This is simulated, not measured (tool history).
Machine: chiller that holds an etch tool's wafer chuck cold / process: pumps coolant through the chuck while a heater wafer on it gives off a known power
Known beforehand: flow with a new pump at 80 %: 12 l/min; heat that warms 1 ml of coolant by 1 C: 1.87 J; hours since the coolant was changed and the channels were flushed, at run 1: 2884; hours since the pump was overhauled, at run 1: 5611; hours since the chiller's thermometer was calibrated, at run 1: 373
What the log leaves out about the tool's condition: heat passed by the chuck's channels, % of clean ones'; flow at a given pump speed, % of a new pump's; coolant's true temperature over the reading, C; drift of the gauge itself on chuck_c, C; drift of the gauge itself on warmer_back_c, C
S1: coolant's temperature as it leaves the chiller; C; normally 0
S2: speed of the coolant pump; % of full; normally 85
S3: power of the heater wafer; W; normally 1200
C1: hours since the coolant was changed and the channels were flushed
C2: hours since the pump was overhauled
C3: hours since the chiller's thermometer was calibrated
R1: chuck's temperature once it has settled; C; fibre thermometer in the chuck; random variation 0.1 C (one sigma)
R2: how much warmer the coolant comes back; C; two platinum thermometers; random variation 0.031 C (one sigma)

run     day  S1  S2    S3    C1    C2    C3    R1    R2
  1       0   0  85  1200  2884  5611   373   7.3  3.04
  2   3.104  -7  85  1200  2959  5686   448   0.4  3.02
  3   8.504   0  85   785  3088  5815   578   4.8  1.97
  4  11.579   9  85  1200  3162  5889   651  16.5  3.11
  5  17.042   0  85  1200  3293  6020   783   7.3   3.1
  6  21.838   0  85  1200  3408  6135   898   7.3  3.06
  7  25.646   0  85  1200  3500  6227   989   7.3   3.1
  8  29.079   0  85  1200  3582  6309  1071   7.4  3.04
  9  36.012   0  85  1200  3749  6475  1238   7.5  3.08
 10  42.804   0  88   642  3912  6639  1401   3.8  1.67
 11  46.088   0  88   642  3990  6717  1480   3.9  1.61
 12  52.112   0  92  1200  4135  6862  1624   7.1  2.85
 13  58.542   3  64   786  4289  7016  1779   8.8  2.68
 14  62.117  -4  72  1200  4375  7102  1864   4.1  3.66
 15  67.804   2  72   993  4512  7239  2001   8.7  3.07
 16  72.229   2  72   993  4618  7345  2107   8.6  3.08
 17  75.812   2  72   993  4704  7431  2193   8.6  3.01
 18  82.667   5  72  1765  4868  7595  2358  16.8  5.32

Predict each of these 4 candidate next runs independently; none follows another, all start after run 18:
  A  89.079   5  67  787  5022  7749  2511   ?   ?
  B  89.079  10  85  699  5022  7749  2511   ?   ?
  C  89.079   9  60  631  5022  7749  2511   ?   ?
  D  89.079   0  83  632  5022  7749  2511   ?   ?

run    R1    R2
  A  10.6  2.57
  B  14.4  1.95
  C  13.6  2.38
  D   3.9  1.78
Without the tool's hidden state the same runs would have given:
run    R1    R2
  A  10.6  2.45
  B  14.3  1.83
  C  13.6  2.26
  D   3.9  1.66
